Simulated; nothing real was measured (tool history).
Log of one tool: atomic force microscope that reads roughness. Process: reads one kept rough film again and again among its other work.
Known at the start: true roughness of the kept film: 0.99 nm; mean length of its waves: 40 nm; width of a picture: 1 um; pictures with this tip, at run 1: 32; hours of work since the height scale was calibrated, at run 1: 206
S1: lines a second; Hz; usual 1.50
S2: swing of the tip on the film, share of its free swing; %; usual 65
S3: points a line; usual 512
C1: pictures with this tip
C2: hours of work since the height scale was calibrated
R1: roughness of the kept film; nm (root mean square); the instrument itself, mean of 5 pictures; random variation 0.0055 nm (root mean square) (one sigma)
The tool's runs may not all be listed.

Run 1, hour 0.0: usual settings; C1 32; C2 206. Result: R1 0.930 nm (root mean square).
Run 2, hour 55.0: usual settings; C1 91; C2 238. Result: R1 0.918 nm (root mean square).
Run 3, hour 99.1: usual settings but S3 431; C1 139; C2 264. Result: R1 0.913 nm (root mean square).
Run 4, hour 148.3: usual settings but S3 431; C1 192; C2 292. Result: R1 0.913 nm (root mean square).
Run 5, hour 179.5: usual settings but S3 431; C1 226; C2 310. Result: R1 0.901 nm (root mean square).
At hour 223.5: new tip fitted.
Run 6, hour 226.7: usual settings but S3 431; C1 4; C2 337. Result: R1 0.938 nm (root mean square).
Run 7, hour 272.5: usual settings but S3 431; C1 53; C2 364. Result: R1 0.924 nm (root mean square).
Run 8, hour 313.7: usual settings but S3 431; C1 98; C2 388. Result: R1 0.917 nm (root mean square).
Run 9, hour 361.8: usual settings but S3 320; C1 150; C2 415. Result: R1 0.901 nm (root mean square).
Run 10, hour 416.3: usual settings; C1 209; C2 447. Result: R1 0.905 nm (root mean square).
Run 11, hour 463.9: usual settings but S1 0.58 Hz; C1 260; C2 474. Result: R1 0.919 nm (root mean square).
At hour 476.8: new tip fitted.
Run 12, hour 513.2: usual settings but S3 381; C1 39; C2 503. Result: R1 0.940 nm (root mean square).
Run 13, hour 567.7: usual settings but S1 1.69 Hz; C1 98; C2 534. Result: R1 0.903 nm (root mean square).
Run 14, hour 620.0: usual settings but S1 1.69 Hz; C1 155; C2 565. Result: R1 0.912 nm (root mean square).
Run 15, hour 656.4: usual settings but S1 1.00 Hz, S2 66 %, S3 417; C1 194; C2 586. Result: R1 0.930 nm (root mean square).
Run 16, hour 680.8: usual settings but S1 1.00 Hz, S2 66 %, S3 417; C1 221; C2 600. Result: R1 0.916 nm (root mean square).
Run 17, hour 720.8: usual settings but S2 86 %; C1 264; C2 623. Result: R1 0.827 nm (root mean square).
At hour 730.0: new tip fitted.
Run 18, hour 781.5: usual settings but S2 86 %; C1 56; C2 658. Result: R1 0.849 nm (root mean square).
Run 19, hour 826.0: usual settings but S2 86 %; C1 104; C2 684. Result: R1 0.856 nm (root mean square).
Run 20, hour 869.0: usual settings but S1 1.99 Hz, S2 60 %, S3 536; C1 151; C2 708. Result: R1 0.919 nm (root mean square).
Run 21, hour 920.6: usual settings but S1 1.99 Hz, S2 60 %, S3 536; C1 206; C2 738. Result: R1 0.914 nm (root mean square).
At hour 981.2: new tip fitted.
Run 22, hour 981.7: usual settings but S1 1.99 Hz, S2 56 %, S3 903; C1 0; C2 773. Result: R1 0.943 nm (root mean square).
Run 23, hour 1018.2: usual settings but S1 1.99 Hz, S2 56 %, S3 903; C1 40; C2 795. Result: R1 0.952 nm (root mean square).

Hidden state or all else? Some run-to-run changes of R1, split into what the settings, what came in and random variation would give without the hidden state, and what is left for the hidden state (with any gauge scatter that isn't in both results):
The hidden state here: radius of the tip, nm; height scale over the true one, %; drift of the gauge itself on roughness_nm, %.
Run 5 -> 6: new tip fitted. R1 +0.037 nm (root mean square): hidden state +0.027, all else +0.010.
Run 11 -> 12: S1 0.58 -> 1.50, S3 512 -> 381, new tip fitted. R1 +0.021 nm (root mean square): hidden state +0.030, all else -0.009.
Run 16 -> 17: S1 1.00 -> 1.50, S2 66 -> 86, S3 417 -> 512. R1 -0.089 nm (root mean square): hidden state -0.003, all else -0.086.
Run 19 -> 20: S1 1.50 -> 1.99, S2 86 -> 60, S3 512 -> 536. R1 +0.063 nm (root mean square): hidden state -0.006, all else +0.069.

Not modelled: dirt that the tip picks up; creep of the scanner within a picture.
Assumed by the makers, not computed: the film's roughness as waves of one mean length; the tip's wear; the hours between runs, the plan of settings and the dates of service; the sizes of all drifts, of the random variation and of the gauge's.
